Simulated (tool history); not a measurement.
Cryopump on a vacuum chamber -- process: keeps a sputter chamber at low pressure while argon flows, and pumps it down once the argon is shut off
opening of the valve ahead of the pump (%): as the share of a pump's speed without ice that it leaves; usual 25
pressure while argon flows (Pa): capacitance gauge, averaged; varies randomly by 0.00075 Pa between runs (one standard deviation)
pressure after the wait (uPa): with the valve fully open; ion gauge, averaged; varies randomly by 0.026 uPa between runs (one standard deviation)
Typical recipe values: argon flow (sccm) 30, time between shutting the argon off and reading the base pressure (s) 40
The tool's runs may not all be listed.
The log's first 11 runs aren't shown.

run     day  argon flow (sccm)  time between shutting the argon off and reading the base pressure (s)  opening of the valve ahead of the pump (%)  pressure while argon flows (Pa)  pressure after the wait (uPa)
 12  10.529                 30                                                                     40                                          25                           0.1452                           2.52
 13  11.146                 30                                                                     40                                          25                           0.1439                           2.49
 14  12.017                 30                                                                     40                                          25                           0.1439                           2.46
 15  13.104                 30                                                                     40                                          25                           0.1445                           2.53
 16  14.383                 30                                                                     40                                          57                           0.0676                           2.52
 17  15.000                 30                                                                     40                                          25                           0.1463                           2.51
 18  16.067                 30                                                                     40                                          25                           0.1459                           2.50
 19  17.154                 30                                                                    151                                          59                           0.0671                           1.02
 20  17.954                 30                                                                    151                                          59                           0.0672                           1.02
 21  18.512                 30                                                                    151                                          59                           0.0683                           1.00
 22  19.317                 30                                                                    151                                          59                           0.0669                           1.04
 23  20.621                 30                                                                    151                                          59                           0.0686                           1.02
 24  21.492                 13                                                                    151                                          43                           0.0399                           1.03
 25  22.225                 13                                                                    151                                          43                           0.0396                           1.05
 26  23.179                 13                                                                    151                                          43                           0.0403                           1.08

Predict the results of run 27:
 27  23.762                 13                                                                    151                                          43                                ?                              ?

Run 27 came out at pressure while argon flows (Pa) 0.0406, pressure after the wait (uPa) 1.08.
Without the tool's hidden state the same run would have given pressure while argon flows (Pa) 0.0353, pressure after the wait (uPa) 0.74.
